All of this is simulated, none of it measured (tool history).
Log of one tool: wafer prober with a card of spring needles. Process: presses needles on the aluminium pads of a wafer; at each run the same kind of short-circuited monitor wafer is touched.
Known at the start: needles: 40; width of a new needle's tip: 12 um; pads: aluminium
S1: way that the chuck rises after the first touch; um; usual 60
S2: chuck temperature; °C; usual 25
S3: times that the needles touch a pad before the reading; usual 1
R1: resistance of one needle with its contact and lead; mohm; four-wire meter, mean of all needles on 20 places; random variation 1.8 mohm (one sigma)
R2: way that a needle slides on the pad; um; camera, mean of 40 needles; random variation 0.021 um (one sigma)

run	hour	S1	S2	S3	R1	R2
1	0.0	60	25	1	323	10.33
# hour 4.9: tips cleaned on abrasive film
2	10.9	60	96	1	300	10.33
# hour 19.6: tips cleaned on abrasive film
3	28.5	60	96	1	319	10.28
# hour 34.8: tips cleaned on abrasive film
4	38.3	60	96	1	271	10.29
# hour 50.3: tips cleaned on abrasive film
5	50.7	60	96	1	226	10.25
# hour 65.0: tips cleaned on abrasive film
6	67.3	60	96	1	253	10.20
# hour 80.8: tips cleaned on abrasive film
7	82.2	60	96	1	235	10.22
8	94.0	60	96	1	342	10.22
# hour 95.6: tips cleaned on abrasive film
# hour 111.3: tips cleaned on abrasive film
9	112.8	60	96	1	243	10.15
# hour 125.9: tips cleaned on abrasive film
10	126.4	60	25	3	196	10.15
11	137.4	60	25	3	243	10.15
# hour 141.8: tips cleaned on abrasive film
12	146.4	60	25	3	220	10.11
13	155.0	60	25	3	245	10.15
# hour 157.9: tips cleaned on abrasive film
14	163.4	60	25	3	230	10.10
# hour 173.3: tips cleaned on abrasive film
15	182.2	60	25	2	271	10.07
# hour 189.2: tips cleaned on abrasive film
16	195.3	60	25	1	301	10.08
# hour 204.7: tips cleaned on abrasive film
17	212.3	60	25	1	315	10.06
# hour 219.7: tips cleaned on abrasive film
18	226.3	60	25	1	315	10.03
# hour 235.0: tips cleaned on abrasive film
19	243.0	51	25	1	365	8.46
# hour 249.8: tips cleaned on abrasive film
20	258.5	51	87	1	385	8.44
# hour 264.2: height of the first contact set anew
# hour 265.5: tips cleaned on abrasive film
21	271.9	47	31	1	368	8.08
# hour 281.5: tips cleaned on abrasive film
22	286.0	50	54	3	237	8.61

Run 23 comes next. What will it give?
# hour 297.5: tips cleaned on abrasive film
23	302.9	50	54	3	?	?

R1: 244 mohm
R2: 8.57 um
Without the tool's hidden state the same run would have given R1 197 mohm, R2 8.64 um.
